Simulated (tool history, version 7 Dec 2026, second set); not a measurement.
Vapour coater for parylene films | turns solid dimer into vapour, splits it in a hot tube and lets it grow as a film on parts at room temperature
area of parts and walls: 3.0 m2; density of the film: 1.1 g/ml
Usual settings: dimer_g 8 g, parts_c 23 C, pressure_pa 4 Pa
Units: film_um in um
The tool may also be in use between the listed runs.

Run 1, hour 0: usual settings. Result: film_um 1.73 um.
Run 2, hour 14: usual settings. Result: film_um 1.71 um.
Run 3, hour 41.4: usual settings. Result: film_um 1.71 um.
Run 4, hour 61.2: usual settings but parts_c 26 C. Result: film_um 1.57 um.
Run 5, hour 89: usual settings but dimer_g 13 g. Result: film_um 2.76 um.
Run 6, hour 106.6: usual settings but pressure_pa 2.28 Pa. Result: film_um 1.88 um.
Run 7, hour 123.3: usual settings. Result: film_um 1.7 um.
Run 8, hour 154.6: usual settings. Result: film_um 1.71 um.
Run 9, hour 177.4: usual settings. Result: film_um 1.68 um.
Run 10, hour 196.7: usual settings. Result: film_um 1.69 um.
Run 11, hour 216.4: usual settings. Result: film_um 1.67 um.
Run 12, hour 231.1: usual settings. Result: film_um 1.7 um.
Run 13, hour 263: usual settings. Result: film_um 1.71 um.
Run 14, hour 290.4: usual settings. Result: film_um 1.68 um.
At hour 294: table's thermometer calibrated.
Run 15, hour 318.4: usual settings. Result: film_um 1.67 um.
Run 16, hour 351.9: usual settings but pressure_pa 2.86 Pa. Result: film_um 1.78 um.
Run 17, hour 381.9: usual settings but pressure_pa 2.86 Pa. Result: film_um 1.8 um.
At hour 397.2: table's thermometer calibrated, once more.
Run 18, hour 409.3: usual settings but pressure_pa 2.86 Pa. Result: film_um 1.78 um.
Run 19, hour 438.5: usual settings but pressure_pa 2.86 Pa. Result: film_um 1.78 um.
Run 20, hour 472.6: usual settings but dimer_g 5 g, parts_c 20 C, pressure_pa 2.24 Pa. Result: film_um 1.25 um.
Run 21, hour 489.4: usual settings but dimer_g 5 g, parts_c 20 C, pressure_pa 2.24 Pa. Result: film_um 1.24 um.
Run 22, hour 518.9: usual settings but dimer_g 5 g, parts_c 20 C, pressure_pa 2.24 Pa. Result: film_um 1.24 um.
Run 23, hour 546.6: usual settings but dimer_g 4 g, parts_c 24 C, pressure_pa 10.57 Pa. Result: film_um 0.67 um.
Run 24, hour 569.8: usual settings but dimer_g 4 g, parts_c 24 C, pressure_pa 10.57 Pa. Result: film_um 0.66 um.
Run 25, hour 590.5: usual settings but dimer_g 9 g, pressure_pa 2.33 Pa. Result: film_um 2.03 um.
Run 26, hour 616.9: usual settings but dimer_g 9 g, pressure_pa 2.33 Pa. Result: film_um 2 um.
Run 27, hour 643.8: usual settings but dimer_g 6 g. Result: film_um 1.24 um.
Run 28, hour 675.7: usual settings but dimer_g 4 g, parts_c 29 C, pressure_pa 4.83 Pa. Result: film_um 0.65 um.
Run 29, hour 695.3: usual settings but pressure_pa 6.19 Pa. Result: film_um 1.51 um.

Forecast run 30:
At hour 708.2: trap's valve overhauled.
Run 30, hour 726.8: usual settings but parts_c 16 C, pressure_pa 6.76 Pa. Result: film_um ?.

film_um: 1.95 um
Without the tool's hidden state the same run would have given film_um 1.97 um.
